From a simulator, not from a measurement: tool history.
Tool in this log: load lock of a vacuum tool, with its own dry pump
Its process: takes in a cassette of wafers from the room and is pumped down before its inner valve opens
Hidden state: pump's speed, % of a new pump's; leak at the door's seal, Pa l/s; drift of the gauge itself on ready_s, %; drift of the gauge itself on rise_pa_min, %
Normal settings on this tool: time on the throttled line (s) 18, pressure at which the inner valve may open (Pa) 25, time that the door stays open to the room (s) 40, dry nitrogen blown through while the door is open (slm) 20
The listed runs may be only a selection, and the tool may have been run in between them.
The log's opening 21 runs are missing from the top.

run	day	time on the throttled line (s)	pressure at which the inner valve may open (Pa)	time that the door stays open to the room (s)	dry nitrogen blown through while the door is open (slm)	hours that the pump has run since its overhaul	times that the door has closed on its seal	incoming humidity of the room's air, %	time from the closed door until the inner valve may open (s)	rise of the pressure with all valves shut (Pa/min)
22	162.212	28	26	90	13	2143	14754	42.7	37.2	0.169
23	172.517	13	24	40	7	2391	15125	43.2	25.4	0.164
24	182.533	12	36	40	7	2631	15485	45.1	24	0.172
25	191.858	18	25	54	20	2855	15820	47.5	29.3	0.172
26	199.767	18	25	54	20	3044	16105	42.4	29.2	0.177
27	210.104	25	33	46	13	3293	16477	44.4	34.4	0.179
28	219.792	33	25	30	22	3525	16825	44.1	41.1	0.18
29	225.892	22	25	97	22	3671	17045	47	32.6	0.2
30	232.008	22	23	115	14	3818	17265	47.9	33	0.21
31	237.088	13	25	87	20	3940	17447	44.4	25.3	0.204
32	245.692	18	25	40	20	4147	17757	46.2	29.4	0.188
33	251.433	18	28	26	20	4285	17964	47.1	29.2	0.195
34	261.167	18	28	26	20	4518	18314	45.7	29.3	0.196
35	268.571	18	28	26	20	4696	18580	43.5	29.2	0.198
36	276.929	12	48	40	20	4896	18881	48.3	23.5	0.212
37	284.492	12	48	40	20	5078	19153	45	23.6	0.209

Here are 3 independent what-if runs from the current tool condition. What would each one return?
A	291.2	13	48	119	19	5239	19394	43.7	?	?
B	291.2	18	25	40	18	5239	19394	43.3	?	?
C	291.2	12	48	92	9	5239	19394	45.4	?	?

run	time from the closed door until the inner valve may open (s)	rise of the pressure with all valves shut (Pa/min)
A	24.4	0.228
B	29.6	0.22
C	23.7	0.238
With the hidden condition removed and each run's random variation left untouched, the same runs would have given:
run	time from the closed door until the inner valve may open (s)	rise of the pressure with all valves shut (Pa/min)
A	24	0.052
B	29.1	0.043
C	23.3	0.063
